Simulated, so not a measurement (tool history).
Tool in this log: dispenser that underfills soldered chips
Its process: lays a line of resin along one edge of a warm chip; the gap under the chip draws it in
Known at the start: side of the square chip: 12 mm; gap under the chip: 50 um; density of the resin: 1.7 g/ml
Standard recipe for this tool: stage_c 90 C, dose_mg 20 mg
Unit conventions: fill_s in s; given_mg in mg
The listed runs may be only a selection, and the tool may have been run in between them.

run 1 day=0 | stage_c=90 dose_mg=20 | fill_s=208.1 given_mg=19.47
run 2 day=0.3 | stage_c=90 dose_mg=20 | fill_s=256.5 given_mg=19.52
-- day=0.425 new syringe of resin
run 3 day=0.871 | stage_c=90 dose_mg=20 | fill_s=222.1 given_mg=19.35
-- day=1.125 dispensing valve cleaned and set on the balance
run 4 day=1.2 | stage_c=90 dose_mg=20 | fill_s=275.3 given_mg=19.99
-- day=1.242 new syringe of resin
run 5 day=1.504 | stage_c=90 dose_mg=20 | fill_s=188.3 given_mg=19.87
-- day=2.012 new syringe of resin
run 6 day=2.038 | stage_c=90 dose_mg=20 | fill_s=157.8 given_mg=19.84
run 7 day=2.683 | stage_c=90 dose_mg=20 | fill_s=262.4 given_mg=19.76
-- day=2.821 new syringe of resin
run 8 day=3.104 | stage_c=90 dose_mg=20 | fill_s=188.9 given_mg=19.63
-- day=3.608 new syringe of resin
run 9 day=3.738 | stage_c=90 dose_mg=20 | fill_s=168.7 given_mg=19.51
run 10 day=4.321 | stage_c=90 dose_mg=20 | fill_s=272.3 given_mg=19.42
-- day=4.396 new syringe of resin
run 11 day=4.758 | stage_c=90 dose_mg=20 | fill_s=205.4 given_mg=19.41
-- day=5.146 dispensing valve cleaned and set on the balance
-- day=5.254 new syringe of resin
run 12 day=5.442 | stage_c=90 dose_mg=20 | fill_s=175.3 given_mg=20
run 13 day=5.821 | stage_c=90 dose_mg=20 | fill_s=242.2 given_mg=19.95
-- day=6.033 new syringe of resin
run 14 day=6.475 | stage_c=90 dose_mg=20 | fill_s=212.6 given_mg=19.8
-- day=6.867 new syringe of resin
run 15 day=6.921 | stage_c=90 dose_mg=20 | fill_s=162.6 given_mg=19.78
run 16 day=7.538 | stage_c=90 dose_mg=20 | fill_s=265.8 given_mg=19.73
-- day=7.642 new syringe of resin
run 17 day=8.042 | stage_c=90 dose_mg=20 | fill_s=215.5 given_mg=19.6
-- day=8.425 new syringe of resin
run 18 day=8.496 | stage_c=92 dose_mg=21.2 | fill_s=149.8 given_mg=20.7
run 19 day=8.892 | stage_c=92 dose_mg=21.2 | fill_s=205.8 given_mg=20.6
-- day=9.162 dispensing valve cleaned and set on the balance
-- day=9.279 new syringe of resin
run 20 day=9.592 | stage_c=102 dose_mg=22.8 | fill_s=112.1 given_mg=22.68
-- day=10.067 new syringe of resin
run 21 day=10.162 | stage_c=76 dose_mg=23.2 | fill_s=322.3 given_mg=23.04
run 22 day=10.704 | stage_c=76 dose_mg=23.2 | fill_s=491.2 given_mg=22.96
-- day=10.871 new syringe of resin
run 23 day=11.283 | stage_c=82 dose_mg=22 | fill_s=306.8 given_mg=21.67
run 24 day=11.567 | stage_c=82 dose_mg=17.1 | fill_s=409.8 given_mg=16.77
-- day=11.671 new syringe of resin
run 25 day=11.904 | stage_c=78 dose_mg=23.4 | fill_s=325.2 given_mg=22.89
run 26 day=12.429 | stage_c=78 dose_mg=23.4 | fill_s=494.9 given_mg=22.79
-- day=12.492 new syringe of resin
run 27 day=12.962 | stage_c=90 dose_mg=25.5 | fill_s=225.3 given_mg=24.76
-- day=13.192 dispensing valve cleaned and set on the balance
-- day=13.338 new syringe of resin
run 28 day=13.492 | stage_c=96 dose_mg=20.8 | fill_s=133.9 given_mg=20.75
-- day=14.117 new syringe of resin
run 29 day=14.117 | stage_c=94 dose_mg=23.7 | fill_s=129.4 given_mg=23.44
run 30 day=14.492 | stage_c=104 dose_mg=18.6 | fill_s=112.3 given_mg=18.37
run 31 day=14.875 | stage_c=84 dose_mg=23.5 | fill_s=378.5 given_mg=23.16
-- day=14.933 new syringe of resin
run 32 day=15.412 | stage_c=84 dose_mg=19.6 | fill_s=306 given_mg=19.25
-- day=15.729 new syringe of resin
run 33 day=16.067 | stage_c=84 dose_mg=19.6 | fill_s=278.8 given_mg=19.18
run 34 day=16.35 | stage_c=99 dose_mg=18.9 | fill_s=169.5 given_mg=18.38

Difference, measured minus no-hidden-state, one row per run. Run-to-run variation is common to both terms; the gauge's own scatter need not be:
The hidden state here: resin's viscosity, % of fresh resin's; dose that the valve gives, % of what is set; true chip temperature over the reading, C; drift of the gauge itself on fill_s, %; drift of the gauge itself on given_mg, %.
run=1 fill_s=+63.5 given_mg=-0.46
run=2 fill_s=+116.3 given_mg=-0.5
run=3 fill_s=+78.1 given_mg=-0.6
run=4 fill_s=+132.8 given_mg=-0.06
run=5 fill_s=+45.6 given_mg=-0.12
run=6 fill_s=+14 given_mg=-0.19
run=7 fill_s=+119.6 given_mg=-0.29
run=8 fill_s=+48.5 given_mg=-0.37
run=9 fill_s=+26.4 given_mg=-0.46
run=10 fill_s=+128.1 given_mg=-0.56
run=11 fill_s=+61.3 given_mg=-0.62
run=12 fill_s=+35.6 given_mg=+0
run=13 fill_s=+99.7 given_mg=-0.07
run=14 fill_s=+71.3 given_mg=-0.18
run=15 fill_s=+20.5 given_mg=-0.24
run=16 fill_s=+123.8 given_mg=-0.34
run=17 fill_s=+72.6 given_mg=-0.42
run=18 fill_s=+20.3 given_mg=-0.52
run=19 fill_s=+75.9 given_mg=-0.59
run=20 fill_s=+29.8 given_mg=-0.1
run=21 fill_s=+41.6 given_mg=-0.2
run=22 fill_s=+213.3 given_mg=-0.3
run=23 fill_s=+103.2 given_mg=-0.38
run=24 fill_s=+192.9 given_mg=-0.34
run=25 fill_s=+75.2 given_mg=-0.52
run=26 fill_s=+244.8 given_mg=-0.63
run=27 fill_s=+85.2 given_mg=-0.8
run=28 fill_s=+25.2 given_mg=-0.06
run=29 fill_s=+10.7 given_mg=-0.2
run=30 fill_s=+35.7 given_mg=-0.22
run=31 fill_s=+189.8 given_mg=-0.34
run=32 fill_s=+118 given_mg=-0.38
run=33 fill_s=+88.1 given_mg=-0.47
run=34 fill_s=+76.5 given_mg=-0.5

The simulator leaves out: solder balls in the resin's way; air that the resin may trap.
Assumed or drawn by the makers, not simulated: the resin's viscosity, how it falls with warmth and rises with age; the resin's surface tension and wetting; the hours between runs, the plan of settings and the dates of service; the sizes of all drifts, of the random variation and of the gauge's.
